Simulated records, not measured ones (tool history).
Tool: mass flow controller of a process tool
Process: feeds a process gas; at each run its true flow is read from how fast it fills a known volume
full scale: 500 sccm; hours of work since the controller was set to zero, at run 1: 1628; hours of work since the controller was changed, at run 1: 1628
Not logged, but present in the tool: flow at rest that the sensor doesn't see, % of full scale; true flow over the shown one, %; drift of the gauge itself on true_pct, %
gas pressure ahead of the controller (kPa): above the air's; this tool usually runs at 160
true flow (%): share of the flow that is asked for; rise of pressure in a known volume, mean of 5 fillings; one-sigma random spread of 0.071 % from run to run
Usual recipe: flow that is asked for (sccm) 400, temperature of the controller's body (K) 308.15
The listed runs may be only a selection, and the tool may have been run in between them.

| run | hour | flow that is asked for (sccm) | gas pressure ahead of the controller (kPa) | temperature of the controller's body (K) | hours of work since the controller was set to zero | hours of work since the controller was changed | true flow (%) |
|---|---|---|---|---|---|---|---|
| 1 | 0.0 | 400 | 160 | 308.15 | 1628 | 1628 | 100.29 |
| 2 | 356.4 | 242 | 160 | 308.15 | 1794 | 1794 | 99.67 |
| 3 | 666.1 | 242 | 160 | 308.15 | 1938 | 1938 | 99.80 |
| 4 | 1085.3 | 242 | 160 | 308.15 | 2133 | 2133 | 99.65 |
| 5 | 1437.5 | 400 | 160 | 308.15 | 2297 | 2297 | 100.24 |
| 6 | 1721.7 | 407 | 160 | 308.15 | 2430 | 2430 | 100.13 |
| 7 | 2089.3 | 132 | 160 | 308.15 | 2601 | 2601 | 99.42 |
| 8 | 2361.8 | 132 | 160 | 308.15 | 2728 | 2728 | 99.50 |
| 9 | 2654.3 | 132 | 160 | 295.15 | 2864 | 2864 | 98.28 |
| 10 | 2968.2 | 132 | 160 | 295.15 | 3010 | 3010 | 98.44 |
| 11 | 3219.0 | 132 | 160 | 295.15 | 3127 | 3127 | 98.29 |
| 12 | 3406.8 | 132 | 160 | 295.15 | 3214 | 3214 | 98.27 |
| 13 | 3827.3 | 400 | 160 | 308.15 | 3410 | 3410 | 99.99 |
| 14 | 4172.4 | 400 | 160 | 308.15 | 3570 | 3570 | 99.96 |
| 15 | 4381.6 | 400 | 160 | 308.15 | 3668 | 3668 | 100.12 |
| 16 | 4705.4 | 400 | 160 | 308.15 | 3819 | 3819 | 99.99 |
| 17 | 4880.3 | 400 | 160 | 308.15 | 3900 | 3900 | 100.04 |
| 18 | 5206.6 | 400 | 160 | 308.15 | 4052 | 4052 | 99.87 |
| 19 | 5605.2 | 400 | 160 | 308.15 | 4237 | 4237 | 100.01 |
| 20 | 5856.1 | 400 | 260 | 308.15 | 4354 | 4354 | 99.80 |
| 21 | 6247.1 | 400 | 191 | 308.15 | 4536 | 4536 | 99.91 |
| 22 | 6620.1 | 400 | 191 | 308.15 | 4710 | 4710 | 100.02 |
| 23 | 7032.9 | 81 | 141 | 297.15 | 4902 | 4902 | 98.95 |
| 24 | 7382.7 | 400 | 221 | 306.15 | 5065 | 5065 | 99.52 |
| 25 | 7740.7 | 400 | 248 | 308.15 | 5231 | 5231 | 99.77 |
| 26 | 8097.3 | 88 | 147 | 308.15 | 5397 | 5397 | 99.79 |
| 27 | 8308.0 | 248 | 160 | 310.15 | 5496 | 5496 | 99.87 |
| 28 | 8487.1 | 400 | 254 | 297.15 | 5579 | 5579 | 98.68 |
| 29 | 8678.4 | 71 | 197 | 308.15 | 5668 | 5668 | 99.97 |
| 30 | 8899.4 | 159 | 204 | 308.15 | 5771 | 5771 | 99.37 |
| 31 | 9233.0 | 400 | 197 | 303.15 | 5926 | 5926 | 99.33 |
| 32 | 9607.4 | 74 | 263 | 297.15 | 6100 | 6100 | 99.00 |
| 33 | 9837.6 | 74 | 263 | 299.15 | 6208 | 6208 | 99.20 |
| 34 | 10055.7 | 400 | 228 | 308.15 | 6309 | 6309 | 99.71 |
| 35 | 10453.9 | 231 | 205 | 294.15 | 6494 | 6494 | 98.06 |
| 36 | 10651.8 | 484 | 222 | 296.15 | 6587 | 6587 | 98.84 |
| 37 | 10949.4 | 54 | 245 | 298.15 | 6725 | 6725 | 99.65 |
| 38 | 11285.3 | 54 | 248 | 310.15 | 6881 | 6881 | 100.84 |
| 39 | 11702.6 | 400 | 239 | 299.15 | 7076 | 7076 | 98.74 |
| 40 | 12063.1 | 400 | 239 | 299.15 | 7243 | 7243 | 98.82 |
| 41 | 12287.7 | 400 | 201 | 299.15 | 7348 | 7348 | 98.94 |
| 42 | 12635.5 | 127 | 199 | 308.15 | 7510 | 7510 | 99.44 |
| 43 | 12895.3 | 127 | 199 | 308.15 | 7631 | 7631 | 99.33 |
| 44 | 13106.6 | 201 | 241 | 308.15 | 7729 | 7729 | 99.17 |

Predict each of these 4 candidate next runs independently; none follows another, all start after run 44:
| A | 13394.9 | 95 | 169 | 310.15 | 7863 | 7863 | ? |
| B | 13394.9 | 201 | 265 | 308.15 | 7863 | 7863 | ? |
| C | 13394.9 | 201 | 272 | 308.15 | 7863 | 7863 | ? |
| D | 13394.9 | 76 | 147 | 294.15 | 7863 | 7863 | ? |

| run | true flow (%) |
|---|---|
| A | 99.98 |
| B | 99.12 |
| C | 99.11 |
| D | 99.04 |
Without the tool's hidden state the same runs would have given:
| run | true flow (%) |
|---|---|
| A | 99.51 |
| B | 99.59 |
| C | 99.58 |
| D | 98.13 |
